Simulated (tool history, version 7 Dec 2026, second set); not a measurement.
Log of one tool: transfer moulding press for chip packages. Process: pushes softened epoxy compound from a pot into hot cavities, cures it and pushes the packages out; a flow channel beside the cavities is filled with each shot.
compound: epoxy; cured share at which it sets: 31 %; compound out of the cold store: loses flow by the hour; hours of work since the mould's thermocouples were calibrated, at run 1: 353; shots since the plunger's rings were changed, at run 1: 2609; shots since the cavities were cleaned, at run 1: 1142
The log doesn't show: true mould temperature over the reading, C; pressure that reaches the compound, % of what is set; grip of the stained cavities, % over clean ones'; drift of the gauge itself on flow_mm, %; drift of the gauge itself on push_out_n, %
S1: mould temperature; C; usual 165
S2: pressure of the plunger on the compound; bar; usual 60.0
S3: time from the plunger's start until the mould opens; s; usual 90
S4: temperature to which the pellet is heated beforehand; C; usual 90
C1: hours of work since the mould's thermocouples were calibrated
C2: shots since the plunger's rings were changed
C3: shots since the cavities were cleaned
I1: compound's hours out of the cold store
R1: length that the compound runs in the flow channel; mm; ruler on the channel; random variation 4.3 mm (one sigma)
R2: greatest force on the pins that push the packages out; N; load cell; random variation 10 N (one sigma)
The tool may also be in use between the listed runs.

run,day,S1,S2,S3,S4,C1,C2,C3,I1,R1,R2
1,0.000,165,60.0,90,90,353,2609,1142,38.9,800,999
# day 0.262: cavities cleaned with cleaning compound and waxed
2,1.554,165,60.0,90,90,370,2959,303,22.2,844,813
3,3.712,165,60.0,90,90,394,3466,810,39.0,776,943
4,5.142,165,60.0,90,90,410,3800,1144,18.2,838,1029
# day 5.379: cavities cleaned with cleaning compound and waxed
5,7.458,165,60.0,90,96,436,4329,487,39.1,761,874
6,10.067,165,60.0,90,96,465,4941,1099,47.3,726,959
# day 10.538: cavities cleaned with cleaning compound and waxed
7,11.700,165,60.0,90,90,483,5310,272,22.6,796,824
# day 12.483: plunger's sealing rings changed
8,14.129,158,60.0,90,90,509,386,817,43.2,835,1472
# day 15.738: cavities cleaned with cleaning compound and waxed
9,16.242,158,60.0,90,90,533,867,118,46.9,826,990
10,17.642,158,60.0,90,90,549,1196,447,13.1,929,1511
11,19.262,158,60.0,90,90,567,1576,827,32.8,845,1566
# day 20.883: cavities cleaned with cleaning compound and waxed
12,21.796,158,60.0,90,90,595,2155,213,15.3,903,1283
13,23.988,165,62.0,90,90,620,2670,728,37.2,810,979
# day 25.967: cavities cleaned with cleaning compound and waxed
14,26.262,165,60.0,109,81,645,3188,69,35.2,809,478
15,28.396,165,60.0,109,81,669,3689,570,45.1,755,785
16,30.438,164,47.1,98,90,692,4168,1049,8.4,779,1007
# day 31.150: cavities cleaned with cleaning compound and waxed
17,32.296,164,47.1,98,90,712,4589,268,30.0,705,730
18,33.646,164,47.1,98,90,728,4906,585,23.2,721,904
# day 36.200: plunger's sealing rings changed
# day 36.492: cavities cleaned with cleaning compound and waxed
19,36.508,169,63.0,98,95,758,57,3,22.2,908,429
20,38.717,162,58.4,90,86,783,576,522,15.3,913,1238
21,40.138,165,60.0,90,85,799,909,855,36.8,835,1004
# day 41.596: cavities cleaned with cleaning compound and waxed
# day 41.988: mould's thermocouples calibrated
22,42.083,163,69.6,91,99,1,1331,95,26.8,932,636
23,43.554,163,63.1,91,94,18,1676,440,34.2,852,934
24,45.271,164,58.3,90,90,37,2079,843,40.4,793,986

Hidden state or all else? Some run-to-run changes of R1, split into what the settings, what came in and random variation would give without the hidden state, and what is left for the hidden state (with any gauge scatter that isn't in both results):
Run 7 -> 8: S1 165 -> 158, plunger's sealing rings changed. R1 +39 mm: hidden state +95, all else -56.
Run 9 -> 10: no setting changed, nothing entered. R1 +103 mm: hidden state -7, all else +110.
Run 18 -> 19: S1 164 -> 169, S2 47.1 -> 63.0, S4 90 -> 95, plunger's sealing rings changed, cavities cleaned with cleaning compound and waxed. R1 +187 mm: hidden state +78, all else +109.

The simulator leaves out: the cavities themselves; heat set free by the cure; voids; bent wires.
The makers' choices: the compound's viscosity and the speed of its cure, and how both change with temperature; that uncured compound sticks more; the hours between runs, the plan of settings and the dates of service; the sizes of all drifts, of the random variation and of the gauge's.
